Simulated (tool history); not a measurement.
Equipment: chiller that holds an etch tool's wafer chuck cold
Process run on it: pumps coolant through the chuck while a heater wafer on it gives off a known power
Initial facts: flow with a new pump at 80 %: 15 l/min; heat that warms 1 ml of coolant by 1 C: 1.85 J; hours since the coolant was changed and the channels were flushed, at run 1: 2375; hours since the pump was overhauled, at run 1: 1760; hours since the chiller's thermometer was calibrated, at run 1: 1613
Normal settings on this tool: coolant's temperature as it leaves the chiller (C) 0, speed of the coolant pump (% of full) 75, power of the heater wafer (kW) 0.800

run     day  coolant's temperature as it leaves the chiller (C)  speed of the coolant pump (% of full)  power of the heater wafer (kW)  hours since the coolant was changed and the channels were flushed  hours since the pump was overhauled  hours since the chiller's thermometer was calibrated  chuck's temperature once it has settled (C)  how much warmer the coolant comes back (C)
  1   0.000                                                   0                                     75                           0.800                                                               2375                                 1760                                                  1613                                          9.2                                        1.82
  2   2.033                                                   0                                     75                           0.800                                                               2424                                 1809                                                  1662                                          9.2                                        1.82
  3   5.833                                                   0                                     75                           0.800                                                               2515                                 1900                                                  1753                                          9.0                                        1.86
  4  10.433                                                   0                                     75                           0.800                                                               2625                                 2010                                                  1863                                          9.1                                        1.90
  5  13.821                                                   0                                     75                           0.800                                                               2707                                 2092                                                  1945                                          9.2                                        1.90
  6  17.471                                                   9                                     86                           0.800                                                               2794                                 2179                                                  2032                                         17.4                                        1.63
  7  19.821                                                   5                                    100                           0.416                                                               2851                                 2236                                                  2089                                          8.9                                        0.72
  8  22.071                                                   5                                    100                           0.416                                                               2905                                 2290                                                  2143                                          8.8                                        0.72
  9  26.671                                                  -2                                     75                           0.662                                                               3015                                 2400                                                  2253                                          5.5                                        1.57
 10  29.242                                                  -9                                     68                           0.900                                                               3077                                 2462                                                  2315                                          1.8                                        2.27

Below are 3 alternative next runs, each starting from the tool's condition after run 10. Predict each:
     30.950  -- chiller's thermometer calibrated
  A  32.762                                                   0                                     70                           1.127                                                               3160                                 2545                                                    44                                            ?                                           ?
     30.950  -- chiller's thermometer calibrated
  B  32.762                                                   1                                     68                           0.900                                                               3160                                 2545                                                    44                                            ?                                           ?
     30.950  -- chiller's thermometer calibrated
  C  32.762                                                   8                                     69                           0.411                                                               3160                                 2545                                                    44                                            ?                                           ?

run  chuck's temperature once it has settled (C)  how much warmer the coolant comes back (C)
  A                                         13.5                                        2.76
  B                                         11.8                                        2.21
  C                                         12.9                                        1.06
The same runs, with their run-to-run variation unchanged, on a tool lacking any hidden condition would have given:
run  chuck's temperature once it has settled (C)  how much warmer the coolant comes back (C)
  A                                         13.5                                        2.75
  B                                         11.8                                        2.21
  C                                         12.9                                        1.06
